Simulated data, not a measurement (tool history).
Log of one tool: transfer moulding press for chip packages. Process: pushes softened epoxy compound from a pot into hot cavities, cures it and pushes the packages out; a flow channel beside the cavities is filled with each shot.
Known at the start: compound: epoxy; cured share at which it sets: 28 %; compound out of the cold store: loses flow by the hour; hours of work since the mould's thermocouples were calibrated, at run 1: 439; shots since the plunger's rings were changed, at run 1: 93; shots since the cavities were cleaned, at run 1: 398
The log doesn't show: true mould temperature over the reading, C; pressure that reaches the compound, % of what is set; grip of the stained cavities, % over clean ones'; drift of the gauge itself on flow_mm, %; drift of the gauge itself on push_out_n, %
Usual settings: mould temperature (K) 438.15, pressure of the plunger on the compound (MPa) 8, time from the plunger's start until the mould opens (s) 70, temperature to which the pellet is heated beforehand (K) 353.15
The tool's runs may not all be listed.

run   hour  mould temperature (K)  pressure of the plunger on the compound (MPa)  time from the plunger's start until the mould opens (s)  temperature to which the pellet is heated beforehand (K)  hours of work since the mould's thermocouples were calibrated  shots since the plunger's rings were changed  shots since the cavities were cleaned  incoming compound's hours out of the cold store  length that the compound runs in the flow channel (mm)  greatest force on the pins that push the packages out (N)
  1      0                 438.15                                              8                                                       70                                                    353.15                                                            439                                            93                                    398                                             44.8                                                     500                                                        859
      17.4  -- cavities cleaned with cleaning compound and waxed
  2     18                 438.15                                              8                                                       70                                                    353.15                                                            448                                           319                                      8                                             47.5                                                     485                                                        610
  3   46.6                 438.15                                              8                                                       70                                                    353.15                                                            464                                           712                                    401                                             43.9                                                     495                                                        847
      64.9  -- cavities cleaned with cleaning compound and waxed
  4   75.9                 438.15                                              8                                                       70                                                    353.15                                                            480                                          1094                                    151                                             42.8                                                     495                                                        729
  5  104.3                 438.15                                              8                                                       70                                                    362.15                                                            496                                          1485                                    542                                             42.2                                                     493                                                        888
     111.6  -- cavities cleaned with cleaning compound and waxed
  6  137.3                 438.15                                              8                                                       70                                                    362.15                                                            513                                          1917                                    353                                             16.4                                                     566                                                        872
     157.6  -- cavities cleaned with cleaning compound and waxed
  7  157.6                 438.15                                              8                                                       70                                                    362.15                                                            524                                          2175                                      0                                              9.9                                                     585                                                        663
  8  183.4                 438.15                                           7.83                                                       52                                                    353.15                                                            538                                          2530                                    355                                             16.5                                                     558                                                       1891
     205.1  -- cavities cleaned with cleaning compound and waxed
  9    211                 438.15                                           7.83                                                       52                                                    353.15                                                            552                                          2887                                     80                                             31.8                                                     508                                                       1414
 10  229.7                 445.15                                            9.1                                                       62                                                    347.15                                                            563                                          3144                                    337                                             20.1                                                     570                                                        752
     253.5  -- cavities cleaned with cleaning compound and waxed
 11  260.3                 445.15                                            9.1                                                       62                                                    347.15                                                            579                                          3544                                     93                                             45.7                                                     490                                                        572
 12  275.1                 445.15                                            9.1                                                       62                                                    347.15                                                            587                                          3747                                    296                                             43.4                                                     494                                                        721
 13  296.8                 445.15                                            9.1                                                       62                                                    347.15                                                            599                                          4045                                    594                                             28.8                                                     532                                                        809

How the hidden state differs across the entries between the runs, from the last listed run before each to the first after it:
Between runs 1 and 2: cavities cleaned with cleaning compound and waxed (hour 17.4)
  true mould temperature over the reading, C: -0.77 -> -0.79; pressure that reaches the compound, % of what is set: 99.34 -> 98.79; grip of the stained cavities, % over clean ones': 43.2 -> 4.1
  measured less the result without the state, length that the compound runs in the flow channel (mm): +0 -> -2; greatest force on the pins that push the packages out (N): +289 -> +52
Between runs 3 and 4: cavities cleaned with cleaning compound and waxed (hour 64.9)
  true mould temperature over the reading, C: -0.81 -> -0.84; pressure that reaches the compound, % of what is set: 97.82 -> 96.79; grip of the stained cavities, % over clean ones': 42.6 -> 21.1
  measured less the result without the state, length that the compound runs in the flow channel (mm): -4 -> -6; greatest force on the pins that push the packages out (N): +284 -> +159
Between runs 5 and 6: cavities cleaned with cleaning compound and waxed (hour 111.6)
  true mould temperature over the reading, C: -0.87 -> -0.9; pressure that reaches the compound, % of what is set: 95.96 -> 94.85; grip of the stained cavities, % over clean ones': 46.1 -> 38.4
  measured less the result without the state, length that the compound runs in the flow channel (mm): -9 -> -13; greatest force on the pins that push the packages out (N): +312 -> +282
Between runs 6 and 7: cavities cleaned with cleaning compound and waxed (hour 157.6)
  true mould temperature over the reading, C: -0.9 -> -0.91; pressure that reaches the compound, % of what is set: 94.85 -> 94.13; grip of the stained cavities, % over clean ones': 38.4 -> 1.8
  measured less the result without the state, length that the compound runs in the flow channel (mm): -13 -> -16; greatest force on the pins that push the packages out (N): +282 -> +54
Between runs 8 and 9: cavities cleaned with cleaning compound and waxed (hour 205.1)
  true mould temperature over the reading, C: -0.94 -> -0.96; pressure that reaches the compound, % of what is set: 93.22 -> 92.35; grip of the stained cavities, % over clean ones': 41.8 -> 13.2
  measured less the result without the state, length that the compound runs in the flow channel (mm): -18 -> -19; greatest force on the pins that push the packages out (N): +631 -> +237
Between runs 10 and 11: cavities cleaned with cleaning compound and waxed (hour 253.5)
  true mould temperature over the reading, C: -0.98 -> -1; pressure that reaches the compound, % of what is set: 91.6 -> 90.67; grip of the stained cavities, % over clean ones': 38.1 -> 15.7
  measured less the result without the state, length that the compound runs in the flow channel (mm): -24 -> -23; greatest force on the pins that push the packages out (N): +236 -> +100

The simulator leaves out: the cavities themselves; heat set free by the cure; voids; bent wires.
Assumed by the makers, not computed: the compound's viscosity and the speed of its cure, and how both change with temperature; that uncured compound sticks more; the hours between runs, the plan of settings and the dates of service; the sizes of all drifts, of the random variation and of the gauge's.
